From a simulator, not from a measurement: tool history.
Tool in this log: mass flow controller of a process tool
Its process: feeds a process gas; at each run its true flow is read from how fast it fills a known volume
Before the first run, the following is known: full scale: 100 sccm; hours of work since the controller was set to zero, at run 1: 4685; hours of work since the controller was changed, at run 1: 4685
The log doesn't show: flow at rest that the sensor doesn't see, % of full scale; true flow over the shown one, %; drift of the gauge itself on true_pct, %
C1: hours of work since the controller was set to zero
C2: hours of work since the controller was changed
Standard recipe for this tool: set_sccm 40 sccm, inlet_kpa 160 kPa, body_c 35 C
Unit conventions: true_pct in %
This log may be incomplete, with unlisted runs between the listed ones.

{"run": 1, "hour": 0.0, "set_sccm": 40, "inlet_kpa": 160, "body_c": 35, "C1": 4685, "C2": 4685, "true_pct": 98.96}
{"run": 2, "hour": 80.7, "set_sccm": 21, "inlet_kpa": 160, "body_c": 35, "C1": 4709, "C2": 4709, "true_pct": 100.6}
{"run": 3, "hour": 143.9, "set_sccm": 12, "inlet_kpa": 160, "body_c": 35, "C1": 4729, "C2": 4729, "true_pct": 103.31}
{"run": 4, "hour": 271.6, "set_sccm": 12, "inlet_kpa": 160, "body_c": 35, "C1": 4767, "C2": 4767, "true_pct": 103.47}
{"run": 5, "hour": 335.7, "set_sccm": 12, "inlet_kpa": 160, "body_c": 35, "C1": 4786, "C2": 4786, "true_pct": 103.56}
{"run": 6, "hour": 414.2, "set_sccm": 12, "inlet_kpa": 160, "body_c": 35, "C1": 4810, "C2": 4810, "true_pct": 103.42}
{"run": 7, "hour": 487.5, "set_sccm": 99, "inlet_kpa": 160, "body_c": 35, "C1": 4832, "C2": 4832, "true_pct": 98.36}
{"run": 8, "hour": 619.0, "set_sccm": 40, "inlet_kpa": 160, "body_c": 35, "C1": 4872, "C2": 4872, "true_pct": 98.77}
{"run": 9, "hour": 744.2, "set_sccm": 40, "inlet_kpa": 160, "body_c": 35, "C1": 4910, "C2": 4910, "true_pct": 98.86}
{"run": 10, "hour": 811.5, "set_sccm": 40, "inlet_kpa": 160, "body_c": 25, "C1": 4930, "C2": 4930, "true_pct": 99.59}
{"run": 11, "hour": 931.0, "set_sccm": 40, "inlet_kpa": 160, "body_c": 25, "C1": 4966, "C2": 4966, "true_pct": 99.63}
{"run": 12, "hour": 1043.2, "set_sccm": 40, "inlet_kpa": 160, "body_c": 25, "C1": 5000, "C2": 5000, "true_pct": 99.67}
{"run": 13, "hour": 1170.9, "set_sccm": 40, "inlet_kpa": 160, "body_c": 35, "C1": 5039, "C2": 5039, "true_pct": 98.9}
{"run": 14, "hour": 1302.1, "set_sccm": 40, "inlet_kpa": 160, "body_c": 35, "C1": 5078, "C2": 5078, "true_pct": 98.91}
{"run": 15, "hour": 1406.8, "set_sccm": 40, "inlet_kpa": 160, "body_c": 35, "C1": 5110, "C2": 5110, "true_pct": 98.86}
{"run": 16, "hour": 1531.9, "set_sccm": 40, "inlet_kpa": 160, "body_c": 35, "C1": 5148, "C2": 5148, "true_pct": 98.86}
{"run": 17, "hour": 1619.1, "set_sccm": 40, "inlet_kpa": 160, "body_c": 35, "C1": 5174, "C2": 5174, "true_pct": 98.93}
{"run": 18, "hour": 1742.9, "set_sccm": 40, "inlet_kpa": 160, "body_c": 35, "C1": 5211, "C2": 5211, "true_pct": 98.93}
{"run": 19, "hour": 1846.2, "set_sccm": 40, "inlet_kpa": 160, "body_c": 35, "C1": 5243, "C2": 5243, "true_pct": 98.94}
{"run": 20, "hour": 1942.5, "set_sccm": 40, "inlet_kpa": 160, "body_c": 26, "C1": 5272, "C2": 5272, "true_pct": 99.54}
{"run": 21, "hour": 2011.0, "set_sccm": 40, "inlet_kpa": 160, "body_c": 26, "C1": 5292, "C2": 5292, "true_pct": 99.59}
{"run": 22, "hour": 2136.9, "set_sccm": 40, "inlet_kpa": 160, "body_c": 26, "C1": 5330, "C2": 5330, "true_pct": 99.55}
{"run": 23, "hour": 2262.8, "set_sccm": 40, "inlet_kpa": 160, "body_c": 26, "C1": 5368, "C2": 5368, "true_pct": 99.6}
{"run": 24, "hour": 2366.5, "set_sccm": 40, "inlet_kpa": 160, "body_c": 35, "C1": 5400, "C2": 5400, "true_pct": 98.96}
{"run": 25, "hour": 2424.8, "set_sccm": 40, "inlet_kpa": 160, "body_c": 35, "C1": 5417, "C2": 5417, "true_pct": 99.04}
{"run": 26, "hour": 2500.5, "set_sccm": 40, "inlet_kpa": 160, "body_c": 35, "C1": 5440, "C2": 5440, "true_pct": 98.86}
{"run": 27, "hour": 2576.4, "set_sccm": 89, "inlet_kpa": 180, "body_c": 35, "C1": 5463, "C2": 5463, "true_pct": 98.23}
{"run": 28, "hour": 2686.2, "set_sccm": 89, "inlet_kpa": 180, "body_c": 35, "C1": 5496, "C2": 5496, "true_pct": 98.16}
{"run": 29, "hour": 2769.2, "set_sccm": 89, "inlet_kpa": 180, "body_c": 35, "C1": 5521, "C2": 5521, "true_pct": 98.15}
{"hour": 2782.0, "done": "controller's zero set anew"}
{"run": 30, "hour": 2848.5, "set_sccm": 40, "inlet_kpa": 169, "body_c": 31, "C1": 20, "C2": 5545, "true_pct": 99.78}
{"run": 31, "hour": 2907.2, "set_sccm": 40, "inlet_kpa": 169, "body_c": 31, "C1": 38, "C2": 5563, "true_pct": 99.72}
{"run": 32, "hour": 3004.1, "set_sccm": 15, "inlet_kpa": 160, "body_c": 35, "C1": 67, "C2": 5592, "true_pct": 104.29}
{"run": 33, "hour": 3120.5, "set_sccm": 38, "inlet_kpa": 160, "body_c": 24, "C1": 102, "C2": 5627, "true_pct": 100.41}
{"run": 34, "hour": 3189.3, "set_sccm": 38, "inlet_kpa": 160, "body_c": 24, "C1": 123, "C2": 5648, "true_pct": 100.43}
{"run": 35, "hour": 3273.4, "set_sccm": 38, "inlet_kpa": 159, "body_c": 24, "C1": 148, "C2": 5673, "true_pct": 100.42}
{"run": 36, "hour": 3354.0, "set_sccm": 40, "inlet_kpa": 154, "body_c": 25, "C1": 173, "C2": 5698, "true_pct": 100.13}
{"run": 37, "hour": 3423.2, "set_sccm": 24, "inlet_kpa": 150, "body_c": 21, "C1": 194, "C2": 5719, "true_pct": 102.42}
{"hour": 3483.8, "done": "controller's zero set anew, once more"}
{"run": 38, "hour": 3532.3, "set_sccm": 24, "inlet_kpa": 153, "body_c": 21, "C1": 15, "C2": 5751, "true_pct": 97.35}
{"run": 39, "hour": 3627.0, "set_sccm": 40, "inlet_kpa": 175, "body_c": 21, "C1": 43, "C2": 5780, "true_pct": 97.56}
{"run": 40, "hour": 3738.2, "set_sccm": 36, "inlet_kpa": 175, "body_c": 22, "C1": 77, "C2": 5814, "true_pct": 97.39}
{"run": 41, "hour": 3805.6, "set_sccm": 36, "inlet_kpa": 197, "body_c": 22, "C1": 97, "C2": 5834, "true_pct": 97.32}
{"run": 42, "hour": 3861.6, "set_sccm": 36, "inlet_kpa": 197, "body_c": 22, "C1": 114, "C2": 5851, "true_pct": 97.38}
{"run": 43, "hour": 3951.3, "set_sccm": 40, "inlet_kpa": 189, "body_c": 35, "C1": 141, "C2": 5878, "true_pct": 96.41}
{"run": 44, "hour": 4062.8, "set_sccm": 40, "inlet_kpa": 189, "body_c": 35, "C1": 175, "C2": 5912, "true_pct": 96.45}
{"run": 45, "hour": 4189.8, "set_sccm": 40, "inlet_kpa": 189, "body_c": 35, "C1": 213, "C2": 5950, "true_pct": 96.52}
{"run": 46, "hour": 4263.8, "set_sccm": 32, "inlet_kpa": 189, "body_c": 39, "C1": 236, "C2": 5972, "true_pct": 96.16}
{"run": 47, "hour": 4340.4, "set_sccm": 32, "inlet_kpa": 189, "body_c": 22, "C1": 259, "C2": 5995, "true_pct": 97.22}
{"run": 48, "hour": 4453.5, "set_sccm": 26, "inlet_kpa": 160, "body_c": 25, "C1": 293, "C2": 6030, "true_pct": 97.2}

Consider 4 possible next runs. They are alternatives, not a sequence: every one starts from the tool as it was left by run 48. What does each give?
{"run": "A", "hour": 4508.4, "set_sccm": 26, "inlet_kpa": 160, "body_c": 21, "C1": 309, "C2": 6046, "true_pct": "?"}
{"run": "B", "hour": 4508.4, "set_sccm": 97, "inlet_kpa": 160, "body_c": 35, "C1": 309, "C2": 6046, "true_pct": "?"}
{"run": "C", "hour": 4508.4, "set_sccm": 19, "inlet_kpa": 160, "body_c": 35, "C1": 309, "C2": 6046, "true_pct": "?"}
{"run": "D", "hour": 4508.4, "set_sccm": 40, "inlet_kpa": 159, "body_c": 40, "C1": 309, "C2": 6046, "true_pct": "?"}

run=A true_pct=97.38
run=B true_pct=97.13
run=C true_pct=96.58
run=D true_pct=96.04
With the hidden condition removed and each run's random variation left untouched, the same runs would have given:
run=A true_pct=99.38
run=B true_pct=99.35
run=C true_pct=98.47
run=D true_pct=98.14

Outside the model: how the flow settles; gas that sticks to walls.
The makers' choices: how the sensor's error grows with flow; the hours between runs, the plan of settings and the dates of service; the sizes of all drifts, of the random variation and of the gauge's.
